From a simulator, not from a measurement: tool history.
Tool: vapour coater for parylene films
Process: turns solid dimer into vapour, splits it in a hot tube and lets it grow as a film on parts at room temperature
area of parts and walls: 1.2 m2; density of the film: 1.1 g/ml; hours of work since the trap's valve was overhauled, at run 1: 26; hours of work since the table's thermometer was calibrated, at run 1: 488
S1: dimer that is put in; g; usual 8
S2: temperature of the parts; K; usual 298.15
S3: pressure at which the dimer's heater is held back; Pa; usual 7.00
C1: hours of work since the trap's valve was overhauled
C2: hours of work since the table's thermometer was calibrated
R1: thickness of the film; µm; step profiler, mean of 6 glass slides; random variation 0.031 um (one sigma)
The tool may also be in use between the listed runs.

Run 1, hour 0.0: usual settings; C1 26; C2 488. Result: R1 4.16 µm.
Run 2, hour 29.1: usual settings; C1 38; C2 500. Result: R1 4.16 µm.
Run 3, hour 61.0: usual settings; C1 51; C2 513. Result: R1 4.14 µm.
Run 4, hour 93.7: usual settings; C1 64; C2 526. Result: R1 4.12 µm.
Run 5, hour 127.0: usual settings; C1 78; C2 540. Result: R1 4.22 µm.
Run 6, hour 142.7: usual settings; C1 84; C2 546. Result: R1 4.13 µm.
Run 7, hour 172.3: usual settings; C1 96; C2 558. Result: R1 4.17 µm.
Run 8, hour 193.0: usual settings but S2 297.15 K; C1 105; C2 567. Result: R1 4.37 µm.
Run 9, hour 217.4: usual settings; C1 115; C2 577. Result: R1 4.09 µm.
Run 10, hour 244.7: usual settings but S1 4 g; C1 126; C2 588. Result: R1 2.10 µm.
Run 11, hour 272.9: usual settings; C1 137; C2 599. Result: R1 4.15 µm.
Run 12, hour 298.6: usual settings; C1 148; C2 610. Result: R1 4.18 µm.
Run 13, hour 324.3: usual settings; C1 158; C2 620. Result: R1 4.17 µm.
Run 14, hour 356.5: usual settings; C1 171; C2 633. Result: R1 4.11 µm.
Run 15, hour 385.2: usual settings; C1 183; C2 645. Result: R1 4.15 µm.
Run 16, hour 421.2: usual settings but S3 4.15 Pa; C1 198; C2 660. Result: R1 4.28 µm.
Run 17, hour 453.5: usual settings but S3 8.24 Pa; C1 211; C2 673. Result: R1 4.17 µm.
Run 18, hour 468.9: usual settings but S3 4.82 Pa; C1 217; C2 679. Result: R1 4.20 µm.
Run 19, hour 494.8: usual settings but S3 4.82 Pa; C1 228; C2 690. Result: R1 4.27 µm.
Run 20, hour 528.2: usual settings but S3 4.82 Pa; C1 242; C2 703. Result: R1 4.29 µm.
At hour 548.7: trap's valve overhauled.
Run 21, hour 551.0: usual settings but S1 6 g; C1 1; C2 711. Result: R1 3.12 µm.
Run 22, hour 584.1: usual settings; C1 14; C2 725. Result: R1 4.16 µm.
Run 23, hour 610.7: usual settings; C1 25; C2 736. Result: R1 4.21 µm.
Run 24, hour 636.3: usual settings but S1 4 g, S2 291.15 K, S3 11.80 Pa; C1 36; C2 746. Result: R1 2.80 µm.
Run 25, hour 671.6: usual settings but S1 4 g, S2 291.15 K, S3 11.80 Pa; C1 50; C2 760. Result: R1 2.80 µm.
Run 26, hour 705.0: usual settings but S3 2.24 Pa; C1 64; C2 774. Result: R1 4.40 µm.
Run 27, hour 738.5: usual settings but S1 9 g, S2 300.15 K, S3 2.28 Pa; C1 78; C2 788. Result: R1 4.56 µm.
Run 28, hour 758.2: usual settings but S1 4 g, S2 308.15 K, S3 4.93 Pa; C1 86; C2 796. Result: R1 1.29 µm.
Run 29, hour 774.1: usual settings but S1 4 g, S2 308.15 K, S3 4.93 Pa; C1 92; C2 802. Result: R1 1.31 µm.
Run 30, hour 793.4: usual settings but S1 4 g, S2 308.15 K, S3 9.53 Pa; C1 100; C2 810. Result: R1 1.29 µm.
Run 31, hour 819.9: usual settings but S1 4 g, S2 294.15 K, S3 3.39 Pa; C1 111; C2 821. Result: R1 2.61 µm.
Run 32, hour 855.6: usual settings but S2 302.15 K, S3 4.16 Pa; C1 125; C2 836. Result: R1 3.57 µm.
Run 33, hour 886.8: usual settings but S1 7 g, S2 304.15 K, S3 4.16 Pa; C1 138; C2 848. Result: R1 2.81 µm.
Run 34, hour 906.1: usual settings but S1 13 g, S2 294.15 K; C1 146; C2 856. Result: R1 8.10 µm.
Run 35, hour 941.2: usual settings but S1 6 g, S2 295.15 K, S3 10.00 Pa; C1 160; C2 871. Result: R1 3.51 µm.
Run 36, hour 969.1: usual settings but S1 4 g, S2 303.15 K, S3 8.83 Pa; C1 172; C2 882. Result: R1 1.63 µm.
Run 37, hour 993.7: usual settings but S1 4 g, S2 303.15 K, S3 8.83 Pa; C1 182; C2 892. Result: R1 1.63 µm.
Run 38, hour 1011.1: usual settings but S1 4 g, S2 303.15 K, S3 8.83 Pa; C1 189; C2 899. Result: R1 1.63 µm.
Run 39, hour 1044.9: usual settings but S1 3 g, S3 3.41 Pa; C1 203; C2 913. Result: R1 1.58 µm.
Run 40, hour 1064.5: usual settings but S1 5 g, S2 294.15 K, S3 2.30 Pa; C1 211; C2 921. Result: R1 3.36 µm.
Run 41, hour 1100.1: usual settings but S1 11 g, S2 294.15 K, S3 6.36 Pa; C1 225; C2 935. Result: R1 6.88 µm.
Run 42, hour 1125.6: usual settings but S1 5 g, S2 306.15 K, S3 4.54 Pa; C1 236; C2 946. Result: R1 1.83 µm.
Run 43, hour 1142.6: usual settings but S1 5 g, S2 306.15 K, S3 4.54 Pa; C1 243; C2 953. Result: R1 1.82 µm.
At hour 1159.5: trap's valve overhauled.
Run 44, hour 1167.4: usual settings but S1 5 g, S2 296.15 K, S3 3.45 Pa; C1 3; C2 961. Result: R1 2.97 µm.
Run 45, hour 1193.4: usual settings but S2 296.15 K; C1 14; C2 972. Result: R1 4.55 µm.
Run 46, hour 1212.0: usual settings but S1 6 g, S3 2.12 Pa; C1 21; C2 980. Result: R1 3.37 µm.

Forecast each of these 3 alternatives for the next run:
Run A, hour 1237.3: usual settings but S2 291.15 K, S3 2.61 Pa; C1 32; C2 990. Result: R1 ?.
Run B, hour 1237.3: usual settings but S1 4 g, S2 292.15 K, S3 7.69 Pa; C1 32; C2 990. Result: R1 ?.
Run C, hour 1237.3: usual settings but S3 6.38 Pa; C1 32; C2 990. Result: R1 ?.

run    R1
  A  5.90
  B  2.73
  C  4.21
Without the tool's hidden state the same runs would have given:
run    R1
  A  5.90
  B  2.73
  C  4.21
